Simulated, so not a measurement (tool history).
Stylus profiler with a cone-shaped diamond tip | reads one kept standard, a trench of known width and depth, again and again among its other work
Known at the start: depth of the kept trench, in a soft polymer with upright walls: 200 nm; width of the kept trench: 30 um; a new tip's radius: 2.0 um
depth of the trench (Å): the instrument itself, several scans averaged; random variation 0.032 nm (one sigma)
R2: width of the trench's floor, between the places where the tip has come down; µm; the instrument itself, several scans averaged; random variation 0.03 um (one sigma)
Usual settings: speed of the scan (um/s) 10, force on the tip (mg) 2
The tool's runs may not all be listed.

Run 1, hour 0: usual settings. Result: depth of the trench (Å) 2018.6, R2 27.73 µm.
Run 2, hour 16.9: usual settings but speed of the scan (um/s) 11. Result: depth of the trench (Å) 2018.9, R2 27.77 µm.
Run 3, hour 39.7: usual settings. Result: depth of the trench (Å) 2019.1, R2 27.69 µm.
Run 4, hour 65.6: usual settings but force on the tip (mg) 0.89. Result: depth of the trench (Å) 2013, R2 27.67 µm.
Run 5, hour 86.4: usual settings but force on the tip (mg) 0.89. Result: depth of the trench (Å) 2012.1, R2 27.65 µm.
Run 6, hour 117.6: usual settings but force on the tip (mg) 0.89. Result: depth of the trench (Å) 2012.5, R2 27.64 µm.
Run 7, hour 146.2: usual settings but speed of the scan (um/s) 4. Result: depth of the trench (Å) 2019.5, R2 27.74 µm.
Run 8, hour 165.2: usual settings but speed of the scan (um/s) 2, force on the tip (mg) 5.86. Result: depth of the trench (Å) 2036.3, R2 27.75 µm.
Run 9, hour 181.4: usual settings but speed of the scan (um/s) 28, force on the tip (mg) 3.61. Result: depth of the trench (Å) 2027.4, R2 27.62 µm.

Run 10 comes next. What will it give?
Run 10, hour 198.1: usual settings but speed of the scan (um/s) 2, force on the tip (mg) 1.14. Result: depth of the trench (Å) ?, R2 ?.

depth of the trench (Å): 2014.3
R2: 27.74 µm
Without the tool's hidden state the same run would have given depth of the trench (Å) 2010.7, R2 28.25 µm.
